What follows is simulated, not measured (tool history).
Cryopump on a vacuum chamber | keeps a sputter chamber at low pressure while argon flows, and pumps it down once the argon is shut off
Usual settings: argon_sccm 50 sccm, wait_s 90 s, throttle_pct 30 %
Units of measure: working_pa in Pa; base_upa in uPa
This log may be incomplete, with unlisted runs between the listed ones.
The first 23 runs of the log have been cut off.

Run 24, hour 320.3: usual settings but argon_sccm 98 sccm, wait_s 92 s, throttle_pct 17 %. Result: working_pa 0.7388 Pa, base_upa 1.92 uPa.
Run 25, hour 328.4: usual settings but wait_s 276 s. Result: working_pa 0.2205 Pa, base_upa 1.52 uPa.
Run 26, hour 343.6: usual settings but argon_sccm 78 sccm, wait_s 35 s, throttle_pct 41 %. Result: working_pa 0.2574 Pa, base_upa 3.16 uPa.
Run 27, hour 362.2: usual settings but throttle_pct 28 %. Result: working_pa 0.2353 Pa, base_upa 1.96 uPa.
Run 28, hour 372.7: usual settings but argon_sccm 86 sccm, throttle_pct 18 %. Result: working_pa 0.6184 Pa, base_upa 2.05 uPa.
Run 29, hour 381.8: usual settings but argon_sccm 65 sccm, wait_s 21 s, throttle_pct 59 %. Result: working_pa 0.1525 Pa, base_upa 4.45 uPa.
Run 30, hour 397.1: usual settings but argon_sccm 65 sccm, wait_s 21 s, throttle_pct 59 %. Result: working_pa 0.1519 Pa, base_upa 4.42 uPa.
Run 31, hour 408: usual settings but argon_sccm 24 sccm, wait_s 47 s. Result: working_pa 0.1055 Pa, base_upa 2.71 uPa.

Estimate the outcome of run 32 from the log above:
Run 32, hour 419: usual settings but argon_sccm 43 sccm, wait_s 157 s, throttle_pct 52 %. Result: working_pa ?, base_upa ?.

{"run 32": {"working_pa": 0.113, "base_upa": 1.81}}
Take away the tool's hidden state, keep the run-to-run variation as it was, and the same run would have given working_pa 0.1027 Pa, base_upa 0.66 uPa.

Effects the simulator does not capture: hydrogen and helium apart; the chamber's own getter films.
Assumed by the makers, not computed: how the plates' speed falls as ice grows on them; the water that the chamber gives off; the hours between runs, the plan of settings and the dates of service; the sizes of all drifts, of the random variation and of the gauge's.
